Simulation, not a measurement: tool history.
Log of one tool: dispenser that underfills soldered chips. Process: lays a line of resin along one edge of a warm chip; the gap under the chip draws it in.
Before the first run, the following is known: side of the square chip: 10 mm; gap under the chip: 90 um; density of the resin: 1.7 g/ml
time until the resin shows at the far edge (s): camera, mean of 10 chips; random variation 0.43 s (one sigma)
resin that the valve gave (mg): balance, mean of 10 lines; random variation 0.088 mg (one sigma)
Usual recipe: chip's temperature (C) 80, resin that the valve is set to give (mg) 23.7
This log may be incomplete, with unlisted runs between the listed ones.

run  hour  chip's temperature (C)  resin that the valve is set to give (mg)  time until the resin shows at the far edge (s)  resin that the valve gave (mg)
  1     0                      80                                      23.7                                            38.6                           23.43
  2   5.6                      80                                      23.7                                            48.5                            23.3
      9.6  -- new syringe of resin
  3    12                      80                                      23.7                                            34.9                           23.24
  4  17.1                      80                                      23.7                                            42.6                           23.03
  5  20.1                      73                                      23.7                                            67.6                           23.04
  6    23                      73                                      23.7                                            75.7                           23.02
     24.8  -- new syringe of resin
  7  26.4                      80                                      23.7                                            34.8                            22.8
  8  32.3                      80                                      23.7                                            42.8                           22.79
  9  38.7                      80                                      23.7                                            54.2                            22.7
     39.6  -- new syringe of resin
 10  44.5                      80                                      23.7                                            39.1                           22.43
 11    51                      79                                        22                                              53                           20.76
     53.3  -- dispensing valve cleaned and set on the balance
     55.5  -- new syringe of resin
 12  55.5                      79                                      27.9                                            33.4                           27.89
 13  59.6                      79                                      27.9                                              39                           27.82
 14  65.2                      90                                      27.9                                            27.3                           27.68
 15    68                      67                                      24.8                                            98.4                           24.59
     70.5  -- new syringe of resin
 16    71                      87                                      25.2                                            23.4                           24.97
 17  74.1                      80                                      21.7                                              39                           21.44
 18  79.8                      80                                      21.6                                            47.6                            21.1

5 ways to go on from here, each from the tool as it stands after run 18. What would each give?
     85.1  -- new syringe of resin
  A  85.9                      89                                        28                                               ?                               ?
     85.1  -- new syringe of resin
  B  85.9                      74                                        21                                               ?                               ?
     85.1  -- new syringe of resin
  C  85.9                      69                                      20.8                                               ?                               ?
     85.1  -- new syringe of resin
  D  85.9                      76                                      22.4                                               ?                               ?
     85.1  -- new syringe of resin
  E  85.9                      86                                      21.6                                               ?                               ?

run  time until the resin shows at the far edge (s)  resin that the valve gave (mg)
  A                                            21.1                           27.43
  B                                            47.4                           20.52
  C                                              62                            20.2
  D                                            42.6                           21.78
  E                                            25.1                            21.1
With the hidden condition removed and each run's random variation left untouched, the same runs would have given:
run  time until the resin shows at the far edge (s)  resin that the valve gave (mg)
  A                                            19.2                           28.04
  B                                            42.6                           20.98
  C                                            55.7                           20.65
  D                                            38.5                           22.26
  E                                            22.7                           21.57

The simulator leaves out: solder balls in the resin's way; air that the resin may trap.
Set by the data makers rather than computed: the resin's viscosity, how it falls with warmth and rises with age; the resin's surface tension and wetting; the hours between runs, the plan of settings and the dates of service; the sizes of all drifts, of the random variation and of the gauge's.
